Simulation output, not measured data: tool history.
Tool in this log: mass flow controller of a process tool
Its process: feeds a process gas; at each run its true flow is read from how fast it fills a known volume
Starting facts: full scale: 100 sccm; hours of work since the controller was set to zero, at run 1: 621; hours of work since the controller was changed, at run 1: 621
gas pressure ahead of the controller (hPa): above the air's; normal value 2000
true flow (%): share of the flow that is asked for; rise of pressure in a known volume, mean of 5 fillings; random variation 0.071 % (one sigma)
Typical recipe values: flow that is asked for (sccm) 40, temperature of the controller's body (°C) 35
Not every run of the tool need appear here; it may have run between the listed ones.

run    hour  flow that is asked for (sccm)  gas pressure ahead of the controller (hPa)  temperature of the controller's body (°C)  hours of work since the controller was set to zero  hours of work since the controller was changed  true flow (%)
  1       0                             40                                        2000                                         35                                                 621                                             621          100.1
  2    57.7                             52                                        2000                                         35                                                 658                                             658         100.24
  3    93.9                             52                                        2000                                         35                                                 682                                             682         100.16
  4   152.8                             52                                        2000                                         35                                                 720                                             720          100.2
  5   193.1                             40                                        2000                                         35                                                 747                                             747         100.18
  6   230.1                             40                                        2000                                         35                                                 771                                             771         100.13
  7   265.7                             40                                        2000                                         35                                                 794                                             794         100.21
  8   337.8                             40                                        2000                                         35                                                 841                                             841          99.92
  9     378                             40                                        2000                                         35                                                 867                                             867         100.26
 10   412.5                             40                                        2000                                         35                                                 890                                             890          100.1
 11   480.3                             40                                        2000                                         35                                                 934                                             934          100.2
 12   522.3                             23                                        2000                                         35                                                 961                                             961          99.88
 13   595.2                             23                                        2000                                         35                                                1009                                            1009          99.88
 14   648.7                             40                                        2000                                         35                                                1044                                            1044         100.17
 15   721.5                             40                                        2000                                         35                                                1091                                            1091         100.31
 16   774.9                             40                                        2000                                         27                                                1126                                            1126          99.88
      779.3  -- controller's zero set anew
 17   850.2                             40                                        2000                                         27                                                  46                                            1175          99.72
 18   903.1                             40                                        2000                                         27                                                  81                                            1209          99.71
 19   961.2                             40                                        2450                                         35                                                 119                                            1247         100.14
      980.8  -- controller's zero set anew, once more
 20  1017.5                             40                                        1550                                         35                                                  24                                            1284         100.51
 21  1093.2                             40                                        1550                                         35                                                  73                                            1333         100.58
 22  1137.2                             40                                        2000                                         35                                                 102                                            1362         100.57
 23  1184.8                             40                                        2000                                         35                                                 133                                            1393          100.4
 24  1251.4                             40                                        2000                                         32                                                 176                                            1436         100.46
 25  1292.5                             40                                        2740                                         35                                                 203                                            1463         100.69
 26  1365.6                             40                                        1700                                         21                                                 251                                            1511          99.89
 27  1416.4                             40                                        1700                                         21                                                 284                                            1544          99.94
 28  1457.3                             15                                        1700                                         21                                                 311                                            1570          99.44
 29  1513.6                             37                                        1700                                         23                                                 347                                            1607           99.9
 30  1569.8                             44                                        1700                                         40                                                 384                                            1644         100.87
 31  1604.7                             12                                        1970                                         31                                                 407                                            1666          99.77
 32  1662.1                             12                                        1550                                         31                                                 444                                            1704          99.61
 33  1727.8                             61                                        2330                                         33                                                 487                                            1747         100.67
 34  1765.9                             83                                        1430                                         35                                                 512                                            1772          100.8
 35  1826.8                             14                                        2550                                         29                                                 552                                            1811          99.65
 36  1887.2                             19                                        1990                                         31                                                 591                                            1851          99.93
 37    1961                             40                                        1690                                         37                                                 639                                            1899         100.59
 38  1996.7                             14                                        1640                                         39                                                 662                                            1922          99.93
 39  2056.6                             14                                        1760                                         24                                                 701                                            1961          99.48
 40  2122.9                             19                                        1660                                         35                                                 745                                            2004          99.96
 41  2197.7                             10                                        1560                                         28                                                 793                                            2053          99.05
 42  2244.7                             40                                        2000                                         36                                                 824                                            2084         100.68
 43  2312.6                             11                                        1850                                         35                                                 868                                            2128          99.48
 44  2383.3                             11                                        1850                                         35                                                 914                                            2174          99.57
 45    2448                             11                                        1850                                         35                                                 957                                            2216          99.52
 46    2516                             11                                        1850                                         35                                                1001                                            2261          99.48
 47  2567.7                             11                                        1850                                         35                                                1035                                            2294          99.47

Here are 4 independent what-if runs from the current tool condition. What would each one return?
  A  2622.3                             23                                        1850                                         26                                                1070                                            2330              ?
  B  2622.3                             11                                        2070                                         39                                                1070                                            2330              ?
  C  2622.3                             11                                        1420                                         24                                                1070                                            2330              ?
  D  2622.3                             57                                        1530                                         34                                                1070                                            2330              ?

run  true flow (%)
  A          99.73
  B          99.55
  C          98.76
  D         100.64
With no hidden state in the tool, these same runs would have given:
run  true flow (%)
  A          99.41
  B          99.96
  C          99.17
  D          99.92
